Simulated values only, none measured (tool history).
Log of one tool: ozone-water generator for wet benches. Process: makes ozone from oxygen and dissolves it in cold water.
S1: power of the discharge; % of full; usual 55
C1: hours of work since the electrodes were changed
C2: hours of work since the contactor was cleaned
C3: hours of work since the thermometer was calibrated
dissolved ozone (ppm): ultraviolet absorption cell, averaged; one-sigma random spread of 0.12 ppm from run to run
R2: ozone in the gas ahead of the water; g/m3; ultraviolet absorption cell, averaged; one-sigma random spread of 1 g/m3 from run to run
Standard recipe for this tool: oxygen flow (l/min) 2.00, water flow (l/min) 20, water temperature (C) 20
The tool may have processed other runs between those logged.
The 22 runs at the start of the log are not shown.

run 23 hour=1734.9 | S1=100 oxygen_flow_(l/min)=1.84 water_flow_(l/min)=20 water_temperature_(C)=20 | C1=2478 C2=834 C3=982 | dissolved_ozone_(ppm)=14.9 R2=270.6
run 24 hour=1832.9 | S1=61 oxygen_flow_(l/min)=1.84 water_flow_(l/min)=20 water_temperature_(C)=22 | C1=2541 C2=896 C3=1044 | dissolved_ozone_(ppm)=11.2 R2=200.0
run 25 hour=1929.3 | S1=86 oxygen_flow_(l/min)=2.22 water_flow_(l/min)=27 water_temperature_(C)=22 | C1=2602 C2=957 C3=1105 | dissolved_ozone_(ppm)=10.3 R2=217.2
run 26 hour=1980.7 | S1=66 oxygen_flow_(l/min)=2.00 water_flow_(l/min)=16 water_temperature_(C)=12 | C1=2635 C2=990 C3=1138 | dissolved_ozone_(ppm)=16.0 R2=200.4
run 27 hour=2075.2 | S1=66 oxygen_flow_(l/min)=2.00 water_flow_(l/min)=16 water_temperature_(C)=12 | C1=2695 C2=1050 C3=1198 | dissolved_ozone_(ppm)=15.6 R2=197.4
run 28 hour=2129.2 | S1=82 oxygen_flow_(l/min)=2.00 water_flow_(l/min)=31 water_temperature_(C)=20 | C1=2729 C2=1084 C3=1232 | dissolved_ozone_(ppm)=8.3 R2=224.4
run 29 hour=2172.2 | S1=82 oxygen_flow_(l/min)=1.45 water_flow_(l/min)=24 water_temperature_(C)=20 | C1=2756 C2=1111 C3=1259 | dissolved_ozone_(ppm)=10.3 R2=275.4
run 30 hour=2214.9 | S1=82 oxygen_flow_(l/min)=1.45 water_flow_(l/min)=14 water_temperature_(C)=16 | C1=2783 C2=1138 C3=1286 | dissolved_ozone_(ppm)=19.1 R2=274.7
run 31 hour=2290.2 | S1=42 oxygen_flow_(l/min)=1.84 water_flow_(l/min)=19 water_temperature_(C)=18 | C1=2831 C2=1186 C3=1334 | dissolved_ozone_(ppm)=9.8 R2=160.9
run 32 hour=2355.1 | S1=92 oxygen_flow_(l/min)=1.97 water_flow_(l/min)=19 water_temperature_(C)=26 | C1=2872 C2=1227 C3=1375 | dissolved_ozone_(ppm)=14.5 R2=243.4

Branching from run 32: 5 alternative next runs. What would each branch give?
run A hour=2444.2 | S1=92 oxygen_flow_(l/min)=1.00 water_flow_(l/min)=19 water_temperature_(C)=26 | C1=2929 C2=1284 C3=1432 | dissolved_ozone_(ppm)=? R2=?
run B hour=2444.2 | S1=92 oxygen_flow_(l/min)=1.66 water_flow_(l/min)=20 water_temperature_(C)=14 | C1=2929 C2=1284 C3=1432 | dissolved_ozone_(ppm)=? R2=?
run C hour=2444.2 | S1=92 oxygen_flow_(l/min)=1.97 water_flow_(l/min)=15 water_temperature_(C)=26 | C1=2929 C2=1284 C3=1432 | dissolved_ozone_(ppm)=? R2=?
run D hour=2444.2 | S1=53 oxygen_flow_(l/min)=2.00 water_flow_(l/min)=19 water_temperature_(C)=14 | C1=2929 C2=1284 C3=1432 | dissolved_ozone_(ppm)=? R2=?
run E hour=2444.2 | S1=97 oxygen_flow_(l/min)=1.97 water_flow_(l/min)=28 water_temperature_(C)=16 | C1=2929 C2=1284 C3=1432 | dissolved_ozone_(ppm)=? R2=?

run=A dissolved_ozone_(ppm)=13.2 R2=370.6
run=B dissolved_ozone_(ppm)=14.6 R2=270.0
run=C dissolved_ozone_(ppm)=17.8 R2=242.1
run=D dissolved_ozone_(ppm)=11.3 R2=175.3
run=E dissolved_ozone_(ppm)=10.6 R2=251.4
Without the tool's unlogged condition, the same runs would have read:
run=A dissolved_ozone_(ppm)=14.0 R2=387.7
run=B dissolved_ozone_(ppm)=15.4 R2=282.5
run=C dissolved_ozone_(ppm)=18.8 R2=253.3
run=D dissolved_ozone_(ppm)=11.8 R2=181.1
run=E dissolved_ozone_(ppm)=11.2 R2=263.3

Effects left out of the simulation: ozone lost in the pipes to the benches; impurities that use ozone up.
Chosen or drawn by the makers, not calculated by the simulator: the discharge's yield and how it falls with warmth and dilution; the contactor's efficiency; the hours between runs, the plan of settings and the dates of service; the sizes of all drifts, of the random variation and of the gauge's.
